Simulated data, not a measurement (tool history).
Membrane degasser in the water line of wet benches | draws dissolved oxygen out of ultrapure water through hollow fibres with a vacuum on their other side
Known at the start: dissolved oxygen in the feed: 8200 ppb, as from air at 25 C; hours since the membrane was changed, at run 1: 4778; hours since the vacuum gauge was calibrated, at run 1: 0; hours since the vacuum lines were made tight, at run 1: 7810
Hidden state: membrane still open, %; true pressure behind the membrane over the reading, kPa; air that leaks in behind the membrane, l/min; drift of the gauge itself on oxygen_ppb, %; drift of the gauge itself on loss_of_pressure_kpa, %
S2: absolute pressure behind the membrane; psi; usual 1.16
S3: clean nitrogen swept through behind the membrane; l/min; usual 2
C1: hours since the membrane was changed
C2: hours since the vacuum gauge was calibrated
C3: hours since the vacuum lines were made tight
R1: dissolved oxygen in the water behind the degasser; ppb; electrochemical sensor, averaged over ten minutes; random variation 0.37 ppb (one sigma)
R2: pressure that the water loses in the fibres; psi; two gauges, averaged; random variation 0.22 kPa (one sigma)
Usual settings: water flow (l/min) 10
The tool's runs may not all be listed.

{"run": 1, "hour": 0.0, "water flow (l/min)": 10, "S2": 1.16, "S3": 2, "C1": 4778, "C2": 0, "C3": 7810, "R1": 66.8, "R2": 8.595}
{"run": 2, "hour": 110.0, "water flow (l/min)": 6, "S2": 1.16, "S3": 2, "C1": 4888, "C2": 110, "C3": 7920, "R1": 35.7, "R2": 5.142}
{"run": 3, "hour": 229.2, "water flow (l/min)": 10, "S2": 1.16, "S3": 4.32, "C1": 5007, "C2": 229, "C3": 8039, "R1": 36.3, "R2": 8.592}
{"run": 4, "hour": 379.5, "water flow (l/min)": 16, "S2": 1.16, "S3": 2, "C1": 5158, "C2": 379, "C3": 8189, "R1": 163.3, "R2": 13.783}
{"run": 5, "hour": 516.3, "water flow (l/min)": 10, "S2": 1.121, "S3": 2, "C1": 5294, "C2": 516, "C3": 8326, "R1": 63.9, "R2": 8.593}
{"run": 6, "hour": 612.5, "water flow (l/min)": 10, "S2": 1.121, "S3": 2, "C1": 5391, "C2": 612, "C3": 8422, "R1": 63.4, "R2": 8.669}
{"run": 7, "hour": 760.6, "water flow (l/min)": 10, "S2": 1.16, "S3": 2, "C1": 5539, "C2": 761, "C3": 8571, "R1": 67.3, "R2": 8.686}
{"run": 8, "hour": 904.1, "water flow (l/min)": 10, "S2": 1.16, "S3": 2, "C1": 5682, "C2": 904, "C3": 8714, "R1": 67, "R2": 8.596}
{"run": 9, "hour": 1042.6, "water flow (l/min)": 10, "S2": 1.16, "S3": 2, "C1": 5821, "C2": 1043, "C3": 8853, "R1": 66.6, "R2": 8.622}
{"run": 10, "hour": 1115.3, "water flow (l/min)": 10, "S2": 1.16, "S3": 2, "C1": 5894, "C2": 1115, "C3": 8925, "R1": 66.5, "R2": 8.628}
{"run": 11, "hour": 1211.4, "water flow (l/min)": 10, "S2": 1.16, "S3": 2, "C1": 5990, "C2": 1211, "C3": 9021, "R1": 67.1, "R2": 8.685}
{"hour": 1234.0, "done": "seals of the vacuum lines changed"}
{"run": 12, "hour": 1283.0, "water flow (l/min)": 10, "S2": 1.16, "S3": 2, "C1": 6059, "C2": 1281, "C3": 49, "R1": 67, "R2": 8.62}
{"run": 13, "hour": 1364.5, "water flow (l/min)": 10, "S2": 1.16, "S3": 2, "C1": 6141, "C2": 1363, "C3": 130, "R1": 66.8, "R2": 8.646}
{"run": 14, "hour": 1496.1, "water flow (l/min)": 10, "S2": 1.16, "S3": 2, "C1": 6272, "C2": 1494, "C3": 262, "R1": 67.2, "R2": 8.678}
{"run": 15, "hour": 1642.9, "water flow (l/min)": 10, "S2": 1.16, "S3": 2, "C1": 6419, "C2": 1641, "C3": 409, "R1": 66.6, "R2": 8.667}
{"run": 16, "hour": 1792.8, "water flow (l/min)": 10, "S2": 1.16, "S3": 2, "C1": 6569, "C2": 1791, "C3": 559, "R1": 66.9, "R2": 8.67}
{"run": 17, "hour": 1860.0, "water flow (l/min)": 10, "S2": 0.912, "S3": 2.09, "C1": 6636, "C2": 1858, "C3": 626, "R1": 45, "R2": 8.67}
{"run": 18, "hour": 1930.8, "water flow (l/min)": 10, "S2": 0.802, "S3": 1.35, "C1": 6707, "C2": 1929, "C3": 697, "R1": 50, "R2": 8.657}
{"run": 19, "hour": 2018.8, "water flow (l/min)": 10, "S2": 1.404, "S3": 2, "C1": 6795, "C2": 2017, "C3": 785, "R1": 87.4, "R2": 8.659}
{"run": 20, "hour": 2120.7, "water flow (l/min)": 7, "S2": 0.748, "S3": 5.48, "C1": 6897, "C2": 2119, "C3": 887, "R1": 7.2, "R2": 6.057}
{"run": 21, "hour": 2192.0, "water flow (l/min)": 10, "S2": 2.366, "S3": 0.86, "C1": 6968, "C2": 2190, "C3": 958, "R1": 350.8, "R2": 8.657}
{"run": 22, "hour": 2338.2, "water flow (l/min)": 13, "S2": 2.142, "S3": 2.54, "C1": 7114, "C2": 2336, "C3": 1104, "R1": 173, "R2": 11.19}
{"run": 23, "hour": 2418.6, "water flow (l/min)": 10, "S2": 1.404, "S3": 2, "C1": 7195, "C2": 2417, "C3": 1185, "R1": 86.5, "R2": 8.589}
{"run": 24, "hour": 2508.2, "water flow (l/min)": 10, "S2": 1.16, "S3": 2.33, "C1": 7284, "C2": 2506, "C3": 1274, "R1": 58.9, "R2": 8.604}
{"run": 25, "hour": 2634.8, "water flow (l/min)": 10, "S2": 1.16, "S3": 2.33, "C1": 7411, "C2": 2633, "C3": 1401, "R1": 58.9, "R2": 8.683}
{"run": 26, "hour": 2698.0, "water flow (l/min)": 10, "S2": 1.16, "S3": 2.33, "C1": 7474, "C2": 2696, "C3": 1464, "R1": 59.1, "R2": 8.638}
{"run": 27, "hour": 2779.9, "water flow (l/min)": 10, "S2": 1.16, "S3": 2.33, "C1": 7556, "C2": 2778, "C3": 1546, "R1": 58.6, "R2": 8.641}
{"run": 28, "hour": 2889.7, "water flow (l/min)": 15, "S2": 1.433, "S3": 2, "C1": 7666, "C2": 2888, "C3": 1656, "R1": 173.3, "R2": 13.001}
{"run": 29, "hour": 2968.1, "water flow (l/min)": 11, "S2": 2.052, "S3": 2.59, "C1": 7744, "C2": 2966, "C3": 1734, "R1": 127.1, "R2": 9.426}
{"run": 30, "hour": 3118.3, "water flow (l/min)": 11, "S2": 1.26, "S3": 1.1, "C1": 7894, "C2": 3116, "C3": 1884, "R1": 142.3, "R2": 9.484}
{"run": 31, "hour": 3192.9, "water flow (l/min)": 14, "S2": 0.864, "S3": 4.16, "C1": 7969, "C2": 3191, "C3": 1959, "R1": 66.7, "R2": 12.13}
{"run": 32, "hour": 3273.9, "water flow (l/min)": 14, "S2": 0.864, "S3": 4.16, "C1": 8050, "C2": 3272, "C3": 2040, "R1": 65.9, "R2": 12.111}

How the hidden state differs across the entries between the runs, from the last listed run before each to the first after it:
Between runs 11 and 12: seals of the vacuum lines changed (hour 1234)
  air that leaks in behind the membrane, l/min: 0.0023 -> 0.002

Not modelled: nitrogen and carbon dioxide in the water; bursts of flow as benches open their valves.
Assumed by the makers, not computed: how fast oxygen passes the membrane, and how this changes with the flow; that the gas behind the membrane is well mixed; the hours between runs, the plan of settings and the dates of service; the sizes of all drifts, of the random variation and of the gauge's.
